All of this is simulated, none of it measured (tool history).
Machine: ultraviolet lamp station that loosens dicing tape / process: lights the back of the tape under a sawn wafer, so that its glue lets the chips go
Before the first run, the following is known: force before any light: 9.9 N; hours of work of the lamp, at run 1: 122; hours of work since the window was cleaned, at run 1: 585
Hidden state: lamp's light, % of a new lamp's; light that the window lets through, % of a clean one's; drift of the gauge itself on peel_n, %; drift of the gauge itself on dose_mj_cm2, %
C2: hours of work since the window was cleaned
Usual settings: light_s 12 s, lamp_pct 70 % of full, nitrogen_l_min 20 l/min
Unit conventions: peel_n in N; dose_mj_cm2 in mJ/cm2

{"run": 1, "day": 0.0, "light_s": 12, "lamp_pct": 70, "nitrogen_l_min": 20, "hours of work of the lamp": 122, "C2": 585, "peel_n": 1.049, "dose_mj_cm2": 437}
{"run": 2, "day": 0.333, "light_s": 12, "lamp_pct": 70, "nitrogen_l_min": 20, "hours of work of the lamp": 129, "C2": 591, "peel_n": 1.051, "dose_mj_cm2": 431}
{"run": 3, "day": 0.6, "light_s": 12, "lamp_pct": 70, "nitrogen_l_min": 20, "hours of work of the lamp": 134, "C2": 596, "peel_n": 1.038, "dose_mj_cm2": 434}
{"run": 4, "day": 0.888, "light_s": 12, "lamp_pct": 70, "nitrogen_l_min": 12, "hours of work of the lamp": 139, "C2": 601, "peel_n": 1.372, "dose_mj_cm2": 437}
{"run": 5, "day": 1.15, "light_s": 12, "lamp_pct": 70, "nitrogen_l_min": 12, "hours of work of the lamp": 144, "C2": 606, "peel_n": 1.361, "dose_mj_cm2": 436}
{"run": 6, "day": 1.433, "light_s": 12, "lamp_pct": 70, "nitrogen_l_min": 12, "hours of work of the lamp": 149, "C2": 611, "peel_n": 1.357, "dose_mj_cm2": 432}
{"run": 7, "day": 1.8, "light_s": 12, "lamp_pct": 70, "nitrogen_l_min": 20, "hours of work of the lamp": 156, "C2": 618, "peel_n": 1.099, "dose_mj_cm2": 433}
{"run": 8, "day": 2.158, "light_s": 12, "lamp_pct": 70, "nitrogen_l_min": 20, "hours of work of the lamp": 162, "C2": 624, "peel_n": 1.135, "dose_mj_cm2": 434}
{"run": 9, "day": 2.433, "light_s": 12, "lamp_pct": 70, "nitrogen_l_min": 20, "hours of work of the lamp": 167, "C2": 629, "peel_n": 1.15, "dose_mj_cm2": 434}
{"run": 10, "day": 2.833, "light_s": 12, "lamp_pct": 70, "nitrogen_l_min": 20, "hours of work of the lamp": 174, "C2": 637, "peel_n": 1.112, "dose_mj_cm2": 432}
{"run": 11, "day": 3.017, "light_s": 12, "lamp_pct": 70, "nitrogen_l_min": 20, "hours of work of the lamp": 178, "C2": 640, "peel_n": 1.1, "dose_mj_cm2": 431}
{"run": 12, "day": 3.362, "light_s": 12, "lamp_pct": 70, "nitrogen_l_min": 20, "hours of work of the lamp": 184, "C2": 646, "peel_n": 1.115, "dose_mj_cm2": 425}
{"run": 13, "day": 3.758, "light_s": 12, "lamp_pct": 70, "nitrogen_l_min": 20, "hours of work of the lamp": 191, "C2": 654, "peel_n": 1.148, "dose_mj_cm2": 429}
{"run": 14, "day": 4.112, "light_s": 12, "lamp_pct": 70, "nitrogen_l_min": 20, "hours of work of the lamp": 198, "C2": 660, "peel_n": 1.158, "dose_mj_cm2": 430}
{"run": 15, "day": 4.312, "light_s": 12, "lamp_pct": 70, "nitrogen_l_min": 20, "hours of work of the lamp": 202, "C2": 664, "peel_n": 1.165, "dose_mj_cm2": 426}
{"run": 16, "day": 4.596, "light_s": 12, "lamp_pct": 97, "nitrogen_l_min": 20, "hours of work of the lamp": 207, "C2": 669, "peel_n": 0.527, "dose_mj_cm2": 585}
{"day": 4.762, "done": "window cleaned of glue's vapour"}
{"run": 17, "day": 4.904, "light_s": 19, "lamp_pct": 68, "nitrogen_l_min": 28, "hours of work of the lamp": 212, "C2": 3, "peel_n": 0.279, "dose_mj_cm2": 716}
{"run": 18, "day": 5.112, "light_s": 19, "lamp_pct": 68, "nitrogen_l_min": 28, "hours of work of the lamp": 216, "C2": 6, "peel_n": 0.274, "dose_mj_cm2": 720}
{"run": 19, "day": 5.475, "light_s": 20, "lamp_pct": 70, "nitrogen_l_min": 20, "hours of work of the lamp": 223, "C2": 13, "peel_n": 0.268, "dose_mj_cm2": 774}
{"run": 20, "day": 5.867, "light_s": 20, "lamp_pct": 67, "nitrogen_l_min": 9, "hours of work of the lamp": 230, "C2": 20, "peel_n": 0.488, "dose_mj_cm2": 745}
{"run": 21, "day": 6.246, "light_s": 7, "lamp_pct": 70, "nitrogen_l_min": 13, "hours of work of the lamp": 237, "C2": 27, "peel_n": 2.785, "dose_mj_cm2": 269}
{"run": 22, "day": 6.567, "light_s": 19, "lamp_pct": 89, "nitrogen_l_min": 16, "hours of work of the lamp": 243, "C2": 33, "peel_n": 0.193, "dose_mj_cm2": 931}
{"run": 23, "day": 6.796, "light_s": 8, "lamp_pct": 83, "nitrogen_l_min": 12, "hours of work of the lamp": 247, "C2": 37, "peel_n": 1.809, "dose_mj_cm2": 364}
{"run": 24, "day": 7.033, "light_s": 12, "lamp_pct": 87, "nitrogen_l_min": 20, "hours of work of the lamp": 251, "C2": 42, "peel_n": 0.564, "dose_mj_cm2": 575}
{"run": 25, "day": 7.358, "light_s": 12, "lamp_pct": 87, "nitrogen_l_min": 20, "hours of work of the lamp": 257, "C2": 48, "peel_n": 0.543, "dose_mj_cm2": 574}
{"run": 26, "day": 7.746, "light_s": 12, "lamp_pct": 87, "nitrogen_l_min": 20, "hours of work of the lamp": 264, "C2": 55, "peel_n": 0.568, "dose_mj_cm2": 577}
{"run": 27, "day": 7.921, "light_s": 12, "lamp_pct": 87, "nitrogen_l_min": 20, "hours of work of the lamp": 267, "C2": 58, "peel_n": 0.596, "dose_mj_cm2": 567}
{"run": 28, "day": 8.171, "light_s": 12, "lamp_pct": 87, "nitrogen_l_min": 20, "hours of work of the lamp": 272, "C2": 63, "peel_n": 0.554, "dose_mj_cm2": 565}
{"run": 29, "day": 8.471, "light_s": 12, "lamp_pct": 87, "nitrogen_l_min": 20, "hours of work of the lamp": 277, "C2": 68, "peel_n": 0.583, "dose_mj_cm2": 568}
{"run": 30, "day": 8.667, "light_s": 15, "lamp_pct": 91, "nitrogen_l_min": 8, "hours of work of the lamp": 281, "C2": 72, "peel_n": 0.514, "dose_mj_cm2": 744}
{"run": 31, "day": 8.967, "light_s": 15, "lamp_pct": 91, "nitrogen_l_min": 8, "hours of work of the lamp": 287, "C2": 77, "peel_n": 0.54, "dose_mj_cm2": 736}

Consider 4 possible next runs. They are alternatives, not a sequence: every one starts from the tool as it was left by run 31. What does each give?
{"run": "A", "day": 9.225, "light_s": 16, "lamp_pct": 100, "nitrogen_l_min": 8, "hours of work of the lamp": 291, "C2": 82, "peel_n": "?", "dose_mj_cm2": "?"}
{"run": "B", "day": 9.225, "light_s": 14, "lamp_pct": 91, "nitrogen_l_min": 8, "hours of work of the lamp": 291, "C2": 82, "peel_n": "?", "dose_mj_cm2": "?"}
{"run": "C", "day": 9.225, "light_s": 14, "lamp_pct": 91, "nitrogen_l_min": 8, "hours of work of the lamp": 291, "C2": 82, "peel_n": "?", "dose_mj_cm2": "?"}
{"run": "D", "day": 9.225, "light_s": 16, "lamp_pct": 64, "nitrogen_l_min": 15, "hours of work of the lamp": 291, "C2": 82, "peel_n": "?", "dose_mj_cm2": "?"}

run=A peel_n=0.363 dose_mj_cm2=864
run=B peel_n=0.637 dose_mj_cm2=691
run=C peel_n=0.631 dose_mj_cm2=689
run=D peel_n=0.742 dose_mj_cm2=555
Stripped of hidden state, with their random variation kept, the same runs would have yielded:
run=A peel_n=0.289 dose_mj_cm2=943
run=B peel_n=0.514 dose_mj_cm2=753
run=C peel_n=0.508 dose_mj_cm2=751
run=D peel_n=0.600 dose_mj_cm2=606
